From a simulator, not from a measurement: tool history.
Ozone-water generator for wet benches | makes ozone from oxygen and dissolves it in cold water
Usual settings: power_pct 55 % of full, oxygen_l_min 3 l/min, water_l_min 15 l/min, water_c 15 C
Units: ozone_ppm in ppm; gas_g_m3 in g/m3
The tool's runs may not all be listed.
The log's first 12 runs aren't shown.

Run 13, hour 233.1: usual settings. Result: ozone_ppm 17.1 ppm, gas_g_m3 218.9 g/m3.
Run 14, hour 249.5: usual settings. Result: ozone_ppm 17.1 ppm, gas_g_m3 220.1 g/m3.
Run 15, hour 279.4: usual settings. Result: ozone_ppm 16.8 ppm, gas_g_m3 218.9 g/m3.
Run 16, hour 305.6: usual settings. Result: ozone_ppm 16.9 ppm, gas_g_m3 217.9 g/m3.
Run 17, hour 327.2: usual settings. Result: ozone_ppm 16.8 ppm, gas_g_m3 219.1 g/m3.
Run 18, hour 354.6: usual settings but oxygen_l_min 3.92 l/min, water_c 12 C. Result: ozone_ppm 18.1 ppm, gas_g_m3 190.1 g/m3.
Run 19, hour 376.8: usual settings but power_pct 63 % of full, oxygen_l_min 2 l/min. Result: ozone_ppm 17.7 ppm, gas_g_m3 300 g/m3.
Run 20, hour 399.8: usual settings but power_pct 83 % of full, oxygen_l_min 4.63 l/min, water_c 11 C. Result: ozone_ppm 23.8 ppm, gas_g_m3 225.3 g/m3.
Run 21, hour 415.5: usual settings but power_pct 44 % of full, oxygen_l_min 4.63 l/min, water_l_min 10 l/min, water_c 12 C. Result: ozone_ppm 21.6 ppm, gas_g_m3 148.9 g/m3.
At hour 418.5: water thermometer calibrated.
Run 22, hour 443.9: usual settings but power_pct 44 % of full, oxygen_l_min 4.63 l/min, water_l_min 10 l/min, water_c 12 C. Result: ozone_ppm 21.7 ppm, gas_g_m3 148.5 g/m3.
Run 23, hour 468.2: usual settings but power_pct 64 % of full, oxygen_l_min 4.63 l/min, water_l_min 21 l/min, water_c 20 C. Result: ozone_ppm 12.9 ppm, gas_g_m3 191 g/m3.
Run 24, hour 491.8: usual settings but power_pct 64 % of full, oxygen_l_min 4.63 l/min, water_l_min 21 l/min, water_c 20 C. Result: ozone_ppm 13.1 ppm, gas_g_m3 190.8 g/m3.
Run 25, hour 518.2: usual settings but oxygen_l_min 3.95 l/min, water_c 9 C. Result: ozone_ppm 18.7 ppm, gas_g_m3 186.4 g/m3.
Run 26, hour 534: usual settings but power_pct 66 % of full, oxygen_l_min 2.51 l/min, water_l_min 14 l/min, water_c 18 C. Result: ozone_ppm 19.1 ppm, gas_g_m3 270.4 g/m3.
Run 27, hour 557.6: usual settings but power_pct 46 % of full, water_c 11 C. Result: ozone_ppm 15.6 ppm, gas_g_m3 194.4 g/m3.
Run 28, hour 572: usual settings but power_pct 61 % of full, oxygen_l_min 1.6 l/min, water_l_min 14 l/min, water_c 13 C. Result: ozone_ppm 18.3 ppm, gas_g_m3 331.7 g/m3.
At hour 578.5: water thermometer calibrated, once more.
Run 29, hour 602.5: usual settings but power_pct 61 % of full, oxygen_l_min 3.83 l/min, water_l_min 14 l/min, water_c 9 C. Result: ozone_ppm 20.8 ppm, gas_g_m3 202.5 g/m3.
Run 30, hour 627.1: usual settings but power_pct 61 % of full, oxygen_l_min 3.83 l/min, water_l_min 14 l/min, water_c 9 C. Result: ozone_ppm 20.9 ppm, gas_g_m3 206.7 g/m3.
Run 31, hour 647.1: usual settings but power_pct 60 % of full, water_l_min 20 l/min. Result: ozone_ppm 13.2 ppm, gas_g_m3 229 g/m3.
Run 32, hour 674.8: usual settings but power_pct 85 % of full, oxygen_l_min 2.44 l/min, water_c 16 C. Result: ozone_ppm 21.8 ppm, gas_g_m3 324.7 g/m3.

Forecast each of these 4 alternatives for the next run:
Run A, hour 703.6: usual settings but power_pct 46 % of full, oxygen_l_min 2.7 l/min, water_c 10 C. Result: ozone_ppm ?, gas_g_m3 ?.
Run B, hour 703.6: usual settings but oxygen_l_min 1.7 l/min. Result: ozone_ppm ?, gas_g_m3 ?.
Run C, hour 703.6: usual settings but oxygen_l_min 2.65 l/min, water_c 14 C. Result: ozone_ppm ?, gas_g_m3 ?.
Run D, hour 703.6: usual settings. Result: ozone_ppm ?, gas_g_m3 ?.

run  ozone_ppm  gas_g_m3
  A       15.3     203.8
  B       15.4     299.5
  C       16.9     232.8
  D       16.5     217.7
Without the tool's hidden state the same runs would have given:
run  ozone_ppm  gas_g_m3
  A       16.3     212.9
  B       16.5     315.2
  C       18.2       245
  D       17.8     229.1
